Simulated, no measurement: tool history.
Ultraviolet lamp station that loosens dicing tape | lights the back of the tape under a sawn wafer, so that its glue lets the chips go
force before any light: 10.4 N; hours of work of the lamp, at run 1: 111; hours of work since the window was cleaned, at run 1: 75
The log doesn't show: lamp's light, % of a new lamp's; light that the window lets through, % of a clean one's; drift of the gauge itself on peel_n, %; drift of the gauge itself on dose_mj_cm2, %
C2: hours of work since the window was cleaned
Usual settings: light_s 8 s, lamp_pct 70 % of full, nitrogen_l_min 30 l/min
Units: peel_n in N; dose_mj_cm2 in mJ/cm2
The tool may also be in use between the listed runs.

run 1 hour=0 | light_s=8 lamp_pct=70 nitrogen_l_min=30 | hours_of_work_of_the_lamp=111 C2=75 | peel_n=1.603 dose_mj_cm2=397
run 2 hour=9.7 | light_s=8 lamp_pct=70 nitrogen_l_min=30 | hours_of_work_of_the_lamp=117 C2=81 | peel_n=1.571 dose_mj_cm2=397
run 3 hour=24.3 | light_s=4 lamp_pct=70 nitrogen_l_min=30 | hours_of_work_of_the_lamp=125 C2=89 | peel_n=4.035 dose_mj_cm2=198
run 4 hour=37.8 | light_s=8 lamp_pct=70 nitrogen_l_min=30 | hours_of_work_of_the_lamp=133 C2=97 | peel_n=1.58 dose_mj_cm2=392
run 5 hour=47.6 | light_s=8 lamp_pct=70 nitrogen_l_min=30 | hours_of_work_of_the_lamp=139 C2=103 | peel_n=1.606 dose_mj_cm2=393
run 6 hour=67.1 | light_s=16 lamp_pct=70 nitrogen_l_min=30 | hours_of_work_of_the_lamp=150 C2=114 | peel_n=0.327 dose_mj_cm2=782
run 7 hour=87.8 | light_s=8 lamp_pct=70 nitrogen_l_min=30 | hours_of_work_of_the_lamp=162 C2=127 | peel_n=1.675 dose_mj_cm2=382
run 8 hour=100.5 | light_s=8 lamp_pct=70 nitrogen_l_min=30 | hours_of_work_of_the_lamp=170 C2=134 | peel_n=1.72 dose_mj_cm2=382
run 9 hour=112.1 | light_s=8 lamp_pct=70 nitrogen_l_min=30 | hours_of_work_of_the_lamp=177 C2=141 | peel_n=1.639 dose_mj_cm2=383
run 10 hour=132.9 | light_s=8 lamp_pct=70 nitrogen_l_min=30 | hours_of_work_of_the_lamp=189 C2=153 | peel_n=1.665 dose_mj_cm2=380
run 11 hour=144.8 | light_s=8 lamp_pct=70 nitrogen_l_min=30 | hours_of_work_of_the_lamp=196 C2=160 | peel_n=1.709 dose_mj_cm2=379
run 12 hour=164 | light_s=8 lamp_pct=70 nitrogen_l_min=30 | hours_of_work_of_the_lamp=207 C2=171 | peel_n=1.729 dose_mj_cm2=371
run 13 hour=180.2 | light_s=8 lamp_pct=70 nitrogen_l_min=30 | hours_of_work_of_the_lamp=217 C2=181 | peel_n=1.806 dose_mj_cm2=368
run 14 hour=196.5 | light_s=8 lamp_pct=70 nitrogen_l_min=10 | hours_of_work_of_the_lamp=226 C2=190 | peel_n=2.73 dose_mj_cm2=367
run 15 hour=215.8 | light_s=8 lamp_pct=70 nitrogen_l_min=10 | hours_of_work_of_the_lamp=237 C2=201 | peel_n=2.7 dose_mj_cm2=371
run 16 hour=235.8 | light_s=8 lamp_pct=70 nitrogen_l_min=10 | hours_of_work_of_the_lamp=249 C2=213 | peel_n=2.821 dose_mj_cm2=366
run 17 hour=246.4 | light_s=8 lamp_pct=77 nitrogen_l_min=30 | hours_of_work_of_the_lamp=255 C2=219 | peel_n=1.488 dose_mj_cm2=400
run 18 hour=255.2 | light_s=8 lamp_pct=70 nitrogen_l_min=30 | hours_of_work_of_the_lamp=260 C2=225 | peel_n=1.805 dose_mj_cm2=361
run 19 hour=275.6 | light_s=8 lamp_pct=70 nitrogen_l_min=30 | hours_of_work_of_the_lamp=272 C2=237 | peel_n=1.797 dose_mj_cm2=355
run 20 hour=291.2 | light_s=10 lamp_pct=70 nitrogen_l_min=30 | hours_of_work_of_the_lamp=282 C2=246 | peel_n=1.233 dose_mj_cm2=455
run 21 hour=301.9 | light_s=10 lamp_pct=70 nitrogen_l_min=30 | hours_of_work_of_the_lamp=288 C2=252 | peel_n=1.221 dose_mj_cm2=442
run 22 hour=312.1 | light_s=10 lamp_pct=70 nitrogen_l_min=30 | hours_of_work_of_the_lamp=294 C2=258 | peel_n=1.257 dose_mj_cm2=444
run 23 hour=322.9 | light_s=12 lamp_pct=63 nitrogen_l_min=21 | hours_of_work_of_the_lamp=300 C2=264 | peel_n=1.292 dose_mj_cm2=474
run 24 hour=338.5 | light_s=4 lamp_pct=62 nitrogen_l_min=55 | hours_of_work_of_the_lamp=309 C2=273 | peel_n=4.454 dose_mj_cm2=158
run 25 hour=347.3 | light_s=8 lamp_pct=65 nitrogen_l_min=30 | hours_of_work_of_the_lamp=314 C2=279 | peel_n=2.147 dose_mj_cm2=327
run 26 hour=364.4 | light_s=5 lamp_pct=77 nitrogen_l_min=58 | hours_of_work_of_the_lamp=324 C2=289 | peel_n=2.834 dose_mj_cm2=241
run 27 hour=383.8 | light_s=5 lamp_pct=77 nitrogen_l_min=37 | hours_of_work_of_the_lamp=336 C2=300 | peel_n=3.118 dose_mj_cm2=240
run 28 hour=393.5 | light_s=10 lamp_pct=83 nitrogen_l_min=32 | hours_of_work_of_the_lamp=342 C2=306 | peel_n=0.881 dose_mj_cm2=512
run 29 hour=404 | light_s=8 lamp_pct=83 nitrogen_l_min=45 | hours_of_work_of_the_lamp=348 C2=312 | peel_n=1.234 dose_mj_cm2=409

The next listed run, before its measurement:
run 30 hour=414.5 | light_s=8 lamp_pct=89 nitrogen_l_min=16 | hours_of_work_of_the_lamp=354 C2=318 | peel_n=? dose_mj_cm2=?

{"run 30": {"peel_n": 1.746, "dose_mj_cm2": 440}}
Without the tool's hidden state the same run would have given peel_n 1.181 N, dose_mj_cm2 539 mJ/cm2.
